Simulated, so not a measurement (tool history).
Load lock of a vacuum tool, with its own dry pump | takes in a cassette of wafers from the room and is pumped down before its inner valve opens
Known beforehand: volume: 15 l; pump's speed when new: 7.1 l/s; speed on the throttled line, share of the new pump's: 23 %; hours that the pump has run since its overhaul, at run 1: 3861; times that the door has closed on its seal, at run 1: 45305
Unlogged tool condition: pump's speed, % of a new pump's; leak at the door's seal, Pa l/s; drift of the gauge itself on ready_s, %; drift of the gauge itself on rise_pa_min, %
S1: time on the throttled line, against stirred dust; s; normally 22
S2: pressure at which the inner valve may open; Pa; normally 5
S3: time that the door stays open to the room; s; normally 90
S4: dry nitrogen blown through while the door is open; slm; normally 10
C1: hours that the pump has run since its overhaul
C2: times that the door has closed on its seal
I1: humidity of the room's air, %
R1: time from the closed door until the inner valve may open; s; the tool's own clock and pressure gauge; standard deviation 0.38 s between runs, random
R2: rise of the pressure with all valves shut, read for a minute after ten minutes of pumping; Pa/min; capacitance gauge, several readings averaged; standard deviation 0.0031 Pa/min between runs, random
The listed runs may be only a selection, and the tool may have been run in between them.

run,hour,S1,S2,S3,S4,C1,C2,I1,R1,R2
1,0.0,22,5,90,10,3861,45305,41.8,38.5,0.138
2,119.0,22,5,79,10,3980,45789,47.7,38.2,0.142
3,269.2,22,5,90,10,4130,46399,44.4,38.5,0.150
4,424.6,22,5,90,10,4286,47030,47.1,38.4,0.155
5,498.2,22,5,90,10,4359,47329,42.0,39.1,0.142
6,568.6,22,5,124,10,4430,47615,45.9,38.6,0.169
7,708.1,40,7,27,6,4569,48182,45.9,51.7,0.126
8,789.1,21,10,136,4,4650,48510,48.1,36.6,0.209
9,870.1,22,7,90,5,4731,48839,42.8,38.9,0.169

Expected results for the next run?
10,996.1,22,7,90,5,4857,49351,44.1,?,?

R1: 38.4 s
R2: 0.172 Pa/min
Had the tool carried no hidden state, the very same run would have given R1 37.7 s, R2 0.082 Pa/min.

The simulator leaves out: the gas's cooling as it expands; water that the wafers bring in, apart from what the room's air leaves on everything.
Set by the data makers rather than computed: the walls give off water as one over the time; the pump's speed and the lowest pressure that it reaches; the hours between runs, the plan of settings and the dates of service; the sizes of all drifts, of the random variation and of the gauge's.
